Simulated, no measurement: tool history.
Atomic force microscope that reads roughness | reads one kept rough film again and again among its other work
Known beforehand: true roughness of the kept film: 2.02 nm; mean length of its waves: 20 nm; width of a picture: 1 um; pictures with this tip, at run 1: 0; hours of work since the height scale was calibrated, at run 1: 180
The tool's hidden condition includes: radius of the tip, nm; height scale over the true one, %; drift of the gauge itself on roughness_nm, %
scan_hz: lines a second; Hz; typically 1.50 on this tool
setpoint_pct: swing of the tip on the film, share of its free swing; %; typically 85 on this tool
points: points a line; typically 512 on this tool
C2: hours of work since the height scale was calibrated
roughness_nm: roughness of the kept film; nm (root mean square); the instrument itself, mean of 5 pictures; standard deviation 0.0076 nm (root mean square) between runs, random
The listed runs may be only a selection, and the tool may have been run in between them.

run 1 hour=0.0 | scan_hz=1.50 setpoint_pct=85 points=512 | pictures_with_this_tip=0 C2=180 | roughness_nm=1.604
run 2 hour=80.0 | scan_hz=1.50 setpoint_pct=85 points=512 | pictures_with_this_tip=71 C2=220 | roughness_nm=1.465
run 3 hour=140.2 | scan_hz=1.50 setpoint_pct=85 points=512 | pictures_with_this_tip=124 C2=250 | roughness_nm=1.398
run 4 hour=186.7 | scan_hz=1.50 setpoint_pct=80 points=512 | pictures_with_this_tip=165 C2=273 | roughness_nm=1.348
run 5 hour=250.4 | scan_hz=1.50 setpoint_pct=85 points=300 | pictures_with_this_tip=222 C2=304 | roughness_nm=1.235
run 6 hour=295.1 | scan_hz=1.50 setpoint_pct=85 points=300 | pictures_with_this_tip=261 C2=326 | roughness_nm=1.192
-- hour=311.4 new tip fitted
run 7 hour=375.3 | scan_hz=1.50 setpoint_pct=85 points=300 | pictures_with_this_tip=57 C2=366 | roughness_nm=1.475
run 8 hour=432.6 | scan_hz=1.50 setpoint_pct=85 points=300 | pictures_with_this_tip=107 C2=394 | roughness_nm=1.387
run 9 hour=511.5 | scan_hz=1.50 setpoint_pct=85 points=512 | pictures_with_this_tip=177 C2=433 | roughness_nm=1.310
run 10 hour=556.9 | scan_hz=1.50 setpoint_pct=85 points=512 | pictures_with_this_tip=217 C2=455 | roughness_nm=1.246
-- hour=621.0 new tip fitted
run 11 hour=634.1 | scan_hz=1.50 setpoint_pct=85 points=512 | pictures_with_this_tip=11 C2=493 | roughness_nm=1.578
run 12 hour=680.2 | scan_hz=1.50 setpoint_pct=56 points=512 | pictures_with_this_tip=52 C2=516 | roughness_nm=1.624
run 13 hour=722.9 | scan_hz=1.50 setpoint_pct=57 points=512 | pictures_with_this_tip=90 C2=537 | roughness_nm=1.540
run 14 hour=775.5 | scan_hz=1.50 setpoint_pct=57 points=512 | pictures_with_this_tip=136 C2=563 | roughness_nm=1.452
run 15 hour=821.4 | scan_hz=1.50 setpoint_pct=57 points=512 | pictures_with_this_tip=177 C2=586 | roughness_nm=1.390
run 16 hour=896.2 | scan_hz=1.50 setpoint_pct=85 points=512 | pictures_with_this_tip=243 C2=623 | roughness_nm=1.212
-- hour=928.8 new tip fitted
run 17 hour=958.2 | scan_hz=1.50 setpoint_pct=85 points=512 | pictures_with_this_tip=26 C2=653 | roughness_nm=1.533
run 18 hour=1020.7 | scan_hz=1.50 setpoint_pct=85 points=430 | pictures_with_this_tip=82 C2=684 | roughness_nm=1.432
run 19 hour=1076.3 | scan_hz=1.50 setpoint_pct=85 points=430 | pictures_with_this_tip=131 C2=712 | roughness_nm=1.355
run 20 hour=1142.6 | scan_hz=2.77 setpoint_pct=85 points=430 | pictures_with_this_tip=189 C2=744 | roughness_nm=1.177
run 21 hour=1185.4 | scan_hz=2.77 setpoint_pct=85 points=430 | pictures_with_this_tip=227 C2=766 | roughness_nm=1.124
-- hour=1236.7 new tip fitted
run 22 hour=1257.3 | scan_hz=2.77 setpoint_pct=85 points=430 | pictures_with_this_tip=18 C2=801 | roughness_nm=1.433
run 23 hour=1311.6 | scan_hz=2.77 setpoint_pct=85 points=430 | pictures_with_this_tip=67 C2=828 | roughness_nm=1.370
run 24 hour=1388.7 | scan_hz=2.15 setpoint_pct=62 points=380 | pictures_with_this_tip=135 C2=866 | roughness_nm=1.402
run 25 hour=1455.8 | scan_hz=2.15 setpoint_pct=62 points=380 | pictures_with_this_tip=194 C2=899 | roughness_nm=1.323
run 26 hour=1528.3 | scan_hz=3.58 setpoint_pct=83 points=335 | pictures_with_this_tip=258 C2=935 | roughness_nm=1.070
-- hour=1545.5 new tip fitted
run 27 hour=1602.6 | scan_hz=1.50 setpoint_pct=74 points=512 | pictures_with_this_tip=51 C2=971 | roughness_nm=1.540
run 28 hour=1642.9 | scan_hz=2.39 setpoint_pct=62 points=356 | pictures_with_this_tip=86 C2=991 | roughness_nm=1.475
run 29 hour=1676.9 | scan_hz=2.51 setpoint_pct=85 points=892 | pictures_with_this_tip=116 C2=1008 | roughness_nm=1.323
run 30 hour=1711.9 | scan_hz=1.16 setpoint_pct=85 points=368 | pictures_with_this_tip=147 C2=1025 | roughness_nm=1.347
run 31 hour=1766.4 | scan_hz=1.94 setpoint_pct=66 points=471 | pictures_with_this_tip=195 C2=1052 | roughness_nm=1.318
-- hour=1774.2 height scale calibrated on a step standard
run 32 hour=1836.7 | scan_hz=1.59 setpoint_pct=68 points=471 | pictures_with_this_tip=257 C2=31 | roughness_nm=1.256
-- hour=1852.4 new tip fitted
run 33 hour=1909.6 | scan_hz=2.48 setpoint_pct=61 points=471 | pictures_with_this_tip=51 C2=67 | roughness_nm=1.524
run 34 hour=1968.1 | scan_hz=2.20 setpoint_pct=65 points=471 | pictures_with_this_tip=102 C2=96 | roughness_nm=1.446
run 35 hour=2010.6 | scan_hz=0.63 setpoint_pct=80 points=332 | pictures_with_this_tip=140 C2=117 | roughness_nm=1.383
run 36 hour=2072.1 | scan_hz=1.15 setpoint_pct=81 points=602 | pictures_with_this_tip=195 C2=147 | roughness_nm=1.292
run 37 hour=2134.0 | scan_hz=0.88 setpoint_pct=76 points=602 | pictures_with_this_tip=249 C2=178 | roughness_nm=1.253

Forecast run 38:
-- hour=2150.8 height scale calibrated on a step standard, once more
-- hour=2162.1 new tip fitted
run 38 hour=2170.7 | scan_hz=2.28 setpoint_pct=80 points=502 | pictures_with_this_tip=7 C2=10 | roughness_nm=?

roughness_nm: 1.549 nm (root mean square)
With the hidden condition absent and the run-to-run variation left alone, this run would have shown roughness_nm 1.591 nm (root mean square).
